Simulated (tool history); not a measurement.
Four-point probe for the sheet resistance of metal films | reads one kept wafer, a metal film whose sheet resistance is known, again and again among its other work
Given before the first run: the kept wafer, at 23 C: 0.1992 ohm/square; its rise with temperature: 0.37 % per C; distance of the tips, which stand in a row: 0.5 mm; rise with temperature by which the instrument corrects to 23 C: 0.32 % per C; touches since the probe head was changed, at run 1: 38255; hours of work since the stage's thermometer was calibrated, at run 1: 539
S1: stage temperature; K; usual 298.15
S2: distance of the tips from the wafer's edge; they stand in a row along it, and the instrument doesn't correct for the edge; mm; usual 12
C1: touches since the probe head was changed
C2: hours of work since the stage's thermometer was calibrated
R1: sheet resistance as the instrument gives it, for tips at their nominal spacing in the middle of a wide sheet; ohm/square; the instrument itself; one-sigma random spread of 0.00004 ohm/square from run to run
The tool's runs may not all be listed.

run   hour      S1  S2     C1   C2        R1
  1    0.0  298.15  12  38255  539  0.198961
  2   15.9  298.15  12  39264  551  0.198943
  3   24.3  298.15  12  39792  557  0.198917
  4   40.8  298.15  12  40836  570  0.198920
  5   60.5  298.15  12  42083  586  0.198897
  6   77.8  297.15  12  43177  599  0.198798
  7   93.5  297.15  12  44176  611  0.198762
  8  103.5  301.15  12  44804  619  0.199145
  9  114.6  301.15  12  45510  628  0.199132
 10  132.0  302.15  12  46609  641  0.199276
 11  147.8  294.15  12  47607  653  0.198377
 12  167.4  294.15  12  48852  669  0.198371
 13  185.2  294.15  12  49976  683  0.198342
 14  201.0  294.15   5  50979  695  0.199193
 15  212.6  294.15   5  51713  704  0.199220
 16  231.1  298.15  26  52879  718  0.198535
 17  240.3  305.15  12  53468  725  0.199503
 18  256.9  305.15   5  54518  738  0.200390
 19  273.0  305.15   5  55532  751  0.200346
 20  284.3  300.15  62  56251  760  0.198706
 21  298.1  298.15   9  57125  770  0.198825
 22  315.6  298.15   9  58234  784  0.198827
 23  326.0  298.15   9  58889  792  0.198832
 24  343.8  300.15   4  60018  806  0.200326
 25  358.0  298.15   7  60916  817  0.199010
 26  375.1  292.15  30  61998  830  0.197866
 27  387.5  292.15  30  62784  840  0.197788
 28  407.3  304.15  51  64035  855  0.199021
 29  422.9  305.15  23  65025  867  0.199151
 30  433.6  305.15  23  65701  876  0.199169
 31  443.6  293.15   9  66333  884  0.198164
 32  454.1  301.15  40  66995  892  0.198773
 33  464.0  302.15  13  67626  899  0.198973

Expected results for the next run?
 34  480.9  302.15  13  68696  913   ?

R1: 0.198894 ohm/square
With no hidden state in the tool, this same run would have given R1 0.199960 ohm/square.
